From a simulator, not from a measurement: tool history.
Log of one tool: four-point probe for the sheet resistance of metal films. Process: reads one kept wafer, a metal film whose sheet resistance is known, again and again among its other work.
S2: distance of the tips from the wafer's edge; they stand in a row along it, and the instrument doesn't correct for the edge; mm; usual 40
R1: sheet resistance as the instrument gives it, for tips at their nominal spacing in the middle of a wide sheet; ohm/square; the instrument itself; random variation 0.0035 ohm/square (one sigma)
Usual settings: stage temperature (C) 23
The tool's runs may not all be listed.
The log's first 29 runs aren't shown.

Run 30, day 20.875: usual settings but stage temperature (C) 21, S2 62 mm. Result: R1 17.493798 ohm/square.
Run 31, day 21.804: usual settings but stage temperature (C) 21, S2 62 mm. Result: R1 17.508215 ohm/square.
Run 32, day 22.488: usual settings but stage temperature (C) 21, S2 27 mm. Result: R1 17.509732 ohm/square.
Run 33, day 23.108: usual settings but stage temperature (C) 21, S2 27 mm. Result: R1 17.499928 ohm/square.
Run 34, day 23.912: usual settings but S2 20 mm. Result: R1 17.511135 ohm/square.
Run 35, day 24.638: usual settings but stage temperature (C) 32, S2 23 mm. Result: R1 17.505898 ohm/square.
Run 36, day 25.521: usual settings but stage temperature (C) 32, S2 23 mm. Result: R1 17.513644 ohm/square.
Run 37, day 26.575: usual settings but stage temperature (C) 20, S2 5 mm. Result: R1 17.647377 ohm/square.
Run 38, day 27.238: usual settings but stage temperature (C) 20, S2 14 mm. Result: R1 17.516915 ohm/square.
Run 39, day 27.850: usual settings but stage temperature (C) 20, S2 14 mm. Result: R1 17.519547 ohm/square.
Run 40, day 28.683: usual settings but stage temperature (C) 28, S2 17 mm. Result: R1 17.516189 ohm/square.
Run 41, day 29.683: usual settings. Result: R1 17.499298 ohm/square.
Run 42, day 30.683: usual settings but stage temperature (C) 22. Result: R1 17.499006 ohm/square.
Run 43, day 31.708: usual settings but stage temperature (C) 27, S2 65 mm. Result: R1 17.501967 ohm/square.

5 ways to go on from here, each from the tool as it stands after run 43. What would each give?
Run A, day 32.817: usual settings but stage temperature (C) 32, S2 65 mm. Result: R1 ?.
Run B, day 32.817: usual settings but stage temperature (C) 27, S2 5 mm. Result: R1 ?.
Run C, day 32.817: usual settings but stage temperature (C) 28, S2 19 mm. Result: R1 ?.
Run D, day 32.817: usual settings but stage temperature (C) 33, S2 15 mm. Result: R1 ?.
Run E, day 32.817: usual settings but stage temperature (C) 28, S2 3 mm. Result: R1 ?.

run         R1
  A  17.500032
  B  17.646664
  C  17.514968
  D  17.519139
  E  17.920103
Without the tool's hidden state the same runs would have given:
run         R1
  A  17.499945
  B  17.646573
  C  17.514879
  D  17.519053
  E  17.920012

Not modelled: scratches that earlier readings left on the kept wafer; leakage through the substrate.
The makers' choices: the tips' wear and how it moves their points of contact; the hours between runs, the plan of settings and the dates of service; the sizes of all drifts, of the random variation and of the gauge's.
